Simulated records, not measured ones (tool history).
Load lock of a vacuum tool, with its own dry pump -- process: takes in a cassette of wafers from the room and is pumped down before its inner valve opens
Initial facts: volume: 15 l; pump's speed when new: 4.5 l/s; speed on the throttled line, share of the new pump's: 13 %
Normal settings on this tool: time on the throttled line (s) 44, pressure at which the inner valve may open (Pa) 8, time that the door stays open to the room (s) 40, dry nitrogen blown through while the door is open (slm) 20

run	day	time on the throttled line (s)	pressure at which the inner valve may open (Pa)	time that the door stays open to the room (s)	dry nitrogen blown through while the door is open (slm)	incoming humidity of the room's air, %	time from the closed door until the inner valve may open (s)	rise of the pressure with all valves shut (Pa/min)
1	0.000	44	8	40	20	47.4	71.4	0.069
2	4.667	44	8	40	19	45.2	71.8	0.061
3	9.583	44	8	40	19	45.0	72.6	0.063
4	12.396	44	8	40	20	45.5	70.9	0.057
5	16.704	44	8	40	20	43.6	72.7	0.061
6	20.817	44	8	40	20	44.8	72.4	0.065
7	23.400	44	8	49	20	45.5	71.5	0.064
8	26.433	44	8	49	20	45.2	72.3	0.067
9	30.838	44	8	49	20	48.0	72.9	0.068
10	35.721	44	8	49	20	44.8	72.2	0.063
11	39.708	44	8	49	20	47.2	72.2	0.073
12	44.229	44	8	49	20	48.0	72.9	0.063
13	48.950	44	8	40	20	43.7	72.5	0.068
14	53.875	44	14	40	20	47.7	70.8	0.062
15	59.442	44	14	40	20	43.6	69.5	0.064
16	65.358	86	9	40	20	45.3	107.6	0.071
17	69.496	56	8	137	17	42.4	82.9	0.088
18	72.808	28	6	103	41	47.5	60.4	0.066
19	77.367	28	6	103	41	45.8	60.2	0.065
20	80.588	28	6	143	41	44.6	60.1	0.070
21	83.529	28	6	143	41	46.2	61.0	0.067
22	86.500	28	6	143	41	44.4	61.6	0.075
23	89.967	44	14	40	9	51.3	70.4	0.084
24	93.462	44	14	40	9	42.1	71.1	0.075
25	98.912	44	14	40	9	44.7	70.6	0.078
26	101.479	23	11	61	9	44.1	53.4	0.078
27	107.217	73	15	31	12	47.7	95.6	0.072

Each row is a separate what-if for the run after 27, all from the same tool condition, not one after another. Results?
A	111.038	28	13	38	12	46.7	?	?
B	111.038	73	15	35	12	45.9	?	?
C	111.038	44	8	40	5	46.1	?	?

run	time from the closed door until the inner valve may open (s)	rise of the pressure with all valves shut (Pa/min)
A	57.8	0.075
B	95.1	0.079
C	73.9	0.087
Without the tool's unlogged condition, the same runs would have read:
run	time from the closed door until the inner valve may open (s)	rise of the pressure with all valves shut (Pa/min)
A	54.2	0.044
B	92.4	0.048
C	70.3	0.056
